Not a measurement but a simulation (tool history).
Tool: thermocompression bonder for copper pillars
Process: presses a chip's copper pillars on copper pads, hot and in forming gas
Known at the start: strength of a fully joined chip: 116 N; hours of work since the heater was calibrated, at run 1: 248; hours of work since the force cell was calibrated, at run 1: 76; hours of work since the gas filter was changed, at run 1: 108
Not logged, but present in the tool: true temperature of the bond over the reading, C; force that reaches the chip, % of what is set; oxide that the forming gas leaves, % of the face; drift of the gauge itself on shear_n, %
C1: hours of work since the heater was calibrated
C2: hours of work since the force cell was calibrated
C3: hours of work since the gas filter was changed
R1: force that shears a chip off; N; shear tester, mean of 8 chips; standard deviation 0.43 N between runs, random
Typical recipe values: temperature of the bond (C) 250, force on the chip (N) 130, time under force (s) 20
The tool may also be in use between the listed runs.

{"run": 1, "hour": 0.0, "temperature of the bond (C)": 250, "force on the chip (N)": 130, "time under force (s)": 20, "C1": 248, "C2": 76, "C3": 108, "R1": 52.7}
{"run": 2, "hour": 7.3, "temperature of the bond (C)": 250, "force on the chip (N)": 130, "time under force (s)": 39, "C1": 251, "C2": 79, "C3": 111, "R1": 64.9}
{"run": 3, "hour": 16.2, "temperature of the bond (C)": 250, "force on the chip (N)": 130, "time under force (s)": 39, "C1": 255, "C2": 82, "C3": 115, "R1": 65.3}
{"run": 4, "hour": 20.7, "temperature of the bond (C)": 250, "force on the chip (N)": 78, "time under force (s)": 39, "C1": 257, "C2": 84, "C3": 117, "R1": 49.2}
{"run": 5, "hour": 30.4, "temperature of the bond (C)": 250, "force on the chip (N)": 92, "time under force (s)": 20, "C1": 261, "C2": 88, "C3": 121, "R1": 43.1}
{"run": 6, "hour": 37.2, "temperature of the bond (C)": 250, "force on the chip (N)": 130, "time under force (s)": 20, "C1": 264, "C2": 91, "C3": 124, "R1": 52.4}
{"run": 7, "hour": 44.1, "temperature of the bond (C)": 250, "force on the chip (N)": 130, "time under force (s)": 20, "C1": 267, "C2": 94, "C3": 127, "R1": 52.1}
{"run": 8, "hour": 49.4, "temperature of the bond (C)": 250, "force on the chip (N)": 130, "time under force (s)": 55, "C1": 269, "C2": 97, "C3": 129, "R1": 72.1}
{"run": 9, "hour": 59.3, "temperature of the bond (C)": 250, "force on the chip (N)": 157, "time under force (s)": 55, "C1": 273, "C2": 101, "C3": 133, "R1": 77}
{"run": 10, "hour": 63.9, "temperature of the bond (C)": 250, "force on the chip (N)": 130, "time under force (s)": 15, "C1": 275, "C2": 103, "C3": 135, "R1": 47.4}
{"run": 11, "hour": 73.5, "temperature of the bond (C)": 250, "force on the chip (N)": 114, "time under force (s)": 20, "C1": 280, "C2": 107, "C3": 139, "R1": 48.4}
{"run": 12, "hour": 79.4, "temperature of the bond (C)": 250, "force on the chip (N)": 114, "time under force (s)": 20, "C1": 282, "C2": 109, "C3": 142, "R1": 48.2}
{"run": 13, "hour": 90.2, "temperature of the bond (C)": 250, "force on the chip (N)": 153, "time under force (s)": 20, "C1": 287, "C2": 114, "C3": 146, "R1": 56.2}
{"run": 14, "hour": 98.8, "temperature of the bond (C)": 250, "force on the chip (N)": 130, "time under force (s)": 20, "C1": 290, "C2": 118, "C3": 150, "R1": 52.3}
{"run": 15, "hour": 103.2, "temperature of the bond (C)": 250, "force on the chip (N)": 149, "time under force (s)": 20, "C1": 292, "C2": 119, "C3": 152, "R1": 55.8}
{"run": 16, "hour": 108.1, "temperature of the bond (C)": 250, "force on the chip (N)": 149, "time under force (s)": 20, "C1": 294, "C2": 122, "C3": 154, "R1": 55.4}
{"run": 17, "hour": 113.3, "temperature of the bond (C)": 250, "force on the chip (N)": 130, "time under force (s)": 20, "C1": 296, "C2": 124, "C3": 156, "R1": 51.9}
{"run": 18, "hour": 121.6, "temperature of the bond (C)": 250, "force on the chip (N)": 130, "time under force (s)": 20, "C1": 300, "C2": 127, "C3": 160, "R1": 51.7}
{"run": 19, "hour": 126.7, "temperature of the bond (C)": 250, "force on the chip (N)": 130, "time under force (s)": 20, "C1": 302, "C2": 129, "C3": 162, "R1": 51.9}
{"run": 20, "hour": 137.1, "temperature of the bond (C)": 250, "force on the chip (N)": 130, "time under force (s)": 20, "C1": 307, "C2": 134, "C3": 166, "R1": 51.9}
{"run": 21, "hour": 145.5, "temperature of the bond (C)": 278, "force on the chip (N)": 148, "time under force (s)": 18, "C1": 310, "C2": 137, "C3": 170, "R1": 71.5}
{"run": 22, "hour": 155.0, "temperature of the bond (C)": 278, "force on the chip (N)": 148, "time under force (s)": 18, "C1": 314, "C2": 141, "C3": 174, "R1": 71.3}
{"run": 23, "hour": 165.7, "temperature of the bond (C)": 256, "force on the chip (N)": 148, "time under force (s)": 20, "C1": 319, "C2": 146, "C3": 178, "R1": 59}
{"run": 24, "hour": 173.8, "temperature of the bond (C)": 277, "force on the chip (N)": 130, "time under force (s)": 27, "C1": 322, "C2": 149, "C3": 182, "R1": 74.9}
{"run": 25, "hour": 178.7, "temperature of the bond (C)": 260, "force on the chip (N)": 85, "time under force (s)": 20, "C1": 324, "C2": 152, "C3": 184, "R1": 46.6}
{"run": 26, "hour": 189.5, "temperature of the bond (C)": 260, "force on the chip (N)": 95, "time under force (s)": 21, "C1": 329, "C2": 156, "C3": 188, "R1": 49.6}
{"run": 27, "hour": 200.3, "temperature of the bond (C)": 260, "force on the chip (N)": 95, "time under force (s)": 21, "C1": 333, "C2": 161, "C3": 193, "R1": 50.7}
{"run": 28, "hour": 206.7, "temperature of the bond (C)": 225, "force on the chip (N)": 130, "time under force (s)": 20, "C1": 336, "C2": 163, "C3": 196, "R1": 36.3}
{"hour": 209.2, "done": "force cell calibrated"}
{"run": 29, "hour": 215.8, "temperature of the bond (C)": 230, "force on the chip (N)": 118, "time under force (s)": 20, "C1": 339, "C2": 3, "C3": 199, "R1": 37.1}
{"run": 30, "hour": 226.3, "temperature of the bond (C)": 253, "force on the chip (N)": 190, "time under force (s)": 57, "C1": 344, "C2": 7, "C3": 203, "R1": 84.5}
{"run": 31, "hour": 235.4, "temperature of the bond (C)": 253, "force on the chip (N)": 190, "time under force (s)": 57, "C1": 348, "C2": 11, "C3": 207, "R1": 84.3}
{"run": 32, "hour": 244.5, "temperature of the bond (C)": 253, "force on the chip (N)": 126, "time under force (s)": 57, "C1": 352, "C2": 15, "C3": 211, "R1": 71.9}
{"run": 33, "hour": 252.3, "temperature of the bond (C)": 250, "force on the chip (N)": 130, "time under force (s)": 11, "C1": 355, "C2": 18, "C3": 214, "R1": 40.3}
{"run": 34, "hour": 262.7, "temperature of the bond (C)": 248, "force on the chip (N)": 130, "time under force (s)": 16, "C1": 359, "C2": 23, "C3": 219, "R1": 45.9}
{"hour": 266.1, "done": "force cell calibrated, once more"}
{"run": 35, "hour": 273.1, "temperature of the bond (C)": 248, "force on the chip (N)": 130, "time under force (s)": 16, "C1": 363, "C2": 3, "C3": 223, "R1": 45.5}
{"run": 36, "hour": 280.4, "temperature of the bond (C)": 250, "force on the chip (N)": 158, "time under force (s)": 20, "C1": 366, "C2": 6, "C3": 226, "R1": 57}
{"run": 37, "hour": 290.6, "temperature of the bond (C)": 222, "force on the chip (N)": 130, "time under force (s)": 13, "C1": 371, "C2": 10, "C3": 230, "R1": 28.6}

Run 38 is up next; what results do you expect?
{"run": 38, "hour": 297.7, "temperature of the bond (C)": 272, "force on the chip (N)": 104, "time under force (s)": 38, "C1": 374, "C2": 13, "C3": 233, "R1": "?"}

Run 38 came out at R1 70.4 N.
Minus the tool's unlogged condition, the same run would have read R1 74.4 N.
